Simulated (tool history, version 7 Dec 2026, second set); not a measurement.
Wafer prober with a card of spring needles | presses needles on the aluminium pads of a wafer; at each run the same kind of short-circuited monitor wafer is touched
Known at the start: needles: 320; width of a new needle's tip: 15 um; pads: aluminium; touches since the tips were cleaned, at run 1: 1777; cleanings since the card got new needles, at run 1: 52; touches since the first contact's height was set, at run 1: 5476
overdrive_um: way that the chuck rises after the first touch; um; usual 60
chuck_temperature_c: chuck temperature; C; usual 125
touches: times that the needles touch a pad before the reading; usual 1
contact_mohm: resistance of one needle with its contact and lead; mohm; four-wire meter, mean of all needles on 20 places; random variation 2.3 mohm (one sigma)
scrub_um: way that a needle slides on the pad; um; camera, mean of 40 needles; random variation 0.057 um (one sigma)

run	hour	overdrive_um	chuck_temperature_c	touches	touches since the tips were cleaned	cleanings since the card got new needles	touches since the first contact's height was set	contact_mohm	scrub_um
1	0.0	60	125	1	1777	52	5476	264	13.54
# hour 17.4: tips cleaned on abrasive film
2	35.1	60	125	1	6462	53	18268	267	13.39
# hour 37.9: tips cleaned on abrasive film
# hour 59.5: tips cleaned on abrasive film
3	64.5	60	125	1	1802	55	28935	258	13.42
# hour 80.9: tips cleaned on abrasive film
4	88.1	60	125	1	2626	56	37549	256	13.35
# hour 101.7: tips cleaned on abrasive film
5	114.5	77	125	1	4701	57	47178	259	17.12
# hour 123.3: tips cleaned on abrasive film
# hour 146.6: tips cleaned on abrasive film
6	148.4	77	65	1	659	59	59497	237	17.11
# hour 168.9: tips cleaned on abrasive film
7	178.6	77	65	1	3547	60	70505	244	17.16
# hour 189.3: tips cleaned on abrasive film
# hour 210.6: tips cleaned on abrasive film
8	210.6	77	65	1	0	62	82113	243	17.07
# hour 232.4: tips cleaned on abrasive film
9	237.2	62	125	1	1750	63	91818	260	13.76
# hour 255.2: tips cleaned on abrasive film
10	271.7	69	125	1	6065	64	104409	256	15.34
# hour 277.4: tips cleaned on abrasive film
# hour 299.6: tips cleaned on abrasive film
11	310.5	69	125	1	3992	66	118514	258	15.31
# hour 321.8: tips cleaned on abrasive film
12	338.2	69	125	1	6018	67	128609	255	15.18
# hour 344.1: tips cleaned on abrasive film
# hour 365.2: tips cleaned on abrasive film
13	368.9	60	125	1	1347	69	139767	264	13.23
# hour 387.1: tips cleaned on abrasive film
14	387.1	60	125	1	0	70	146364	262	13.19
# hour 409.9: tips cleaned on abrasive film
15	415.6	60	125	2	2066	71	156760	260	13.18
# hour 431.5: tips cleaned on abrasive film
# hour 453.1: tips cleaned on abrasive film
16	456.8	60	125	2	1387	73	171772	261	13.11
# hour 476.4: tips cleaned on abrasive film
17	491.1	60	108	1	5377	74	184275	252	13.11
# hour 496.9: tips cleaned on abrasive film
# hour 518.5: tips cleaned on abrasive film
18	526.2	60	108	1	2814	76	197023	259	13.06
# hour 539.0: tips cleaned on abrasive film
19	551.9	60	108	1	4721	77	206391	258	12.98
# hour 560.9: tips cleaned on abrasive film
# hour 581.5: tips cleaned on abrasive film
20	589.9	44	37	2	3072	79	220201	244	9.53
# hour 597.0: gauge calibrated
# hour 597.3: height of the first contact set anew
# hour 603.3: tips cleaned on abrasive film
21	622.9	60	80	2	7149	80	9324	248	13.45
# hour 626.5: tips cleaned on abrasive film
# hour 648.1: tips cleaned on abrasive film
22	650.0	68	109	1	727	82	19182	255	15.11
# hour 668.5: tips cleaned on abrasive film
23	672.7	68	109	1	1560	83	27445	257	15.27
# hour 689.5: tips cleaned on abrasive film
24	694.2	68	109	1	1700	84	35254	257	15.19
# hour 710.5: tips cleaned on abrasive film
25	723.2	63	125	1	4649	85	45840	257	14.04
# hour 732.3: tips cleaned on abrasive film
26	748.0	63	125	1	5707	86	54839	261	14.00
# hour 754.0: tips cleaned on abrasive film
# hour 775.1: tips cleaned on abrasive film
27	786.2	60	44	3	4039	88	68743	240	13.32
# hour 796.1: tips cleaned on abrasive film
28	804.3	48	34	1	2998	89	75340	238	10.67
# hour 817.3: tips cleaned on abrasive film
# hour 837.9: tips cleaned on abrasive film
29	839.6	50	31	1	616	91	88161	238	11.16
# hour 860.5: tips cleaned on abrasive film
30	875.3	55	124	1	5404	92	101188	261	12.09

4 ways to go on from here, each from the tool as it stands after run 30. What would each give?
# hour 881.9: tips cleaned on abrasive film
# hour 902.8: tips cleaned on abrasive film
A	914.8	55	108	1	4389	94	115561	?	?
# hour 881.9: tips cleaned on abrasive film
# hour 902.8: tips cleaned on abrasive film
B	914.8	78	109	1	4389	94	115561	?	?
# hour 881.9: tips cleaned on abrasive film
# hour 902.8: tips cleaned on abrasive film
C	914.8	50	125	1	4389	94	115561	?	?
# hour 881.9: tips cleaned on abrasive film
# hour 902.8: tips cleaned on abrasive film
D	914.8	43	31	1	4389	94	115561	?	?

run	contact_mohm	scrub_um
A	261	12.11
B	253	17.25
C	264	10.96
D	244	9.52
Without the tool's hidden state the same runs would have given:
run	contact_mohm	scrub_um
A	260	12.30
B	253	17.53
C	263	11.14
D	243	9.67
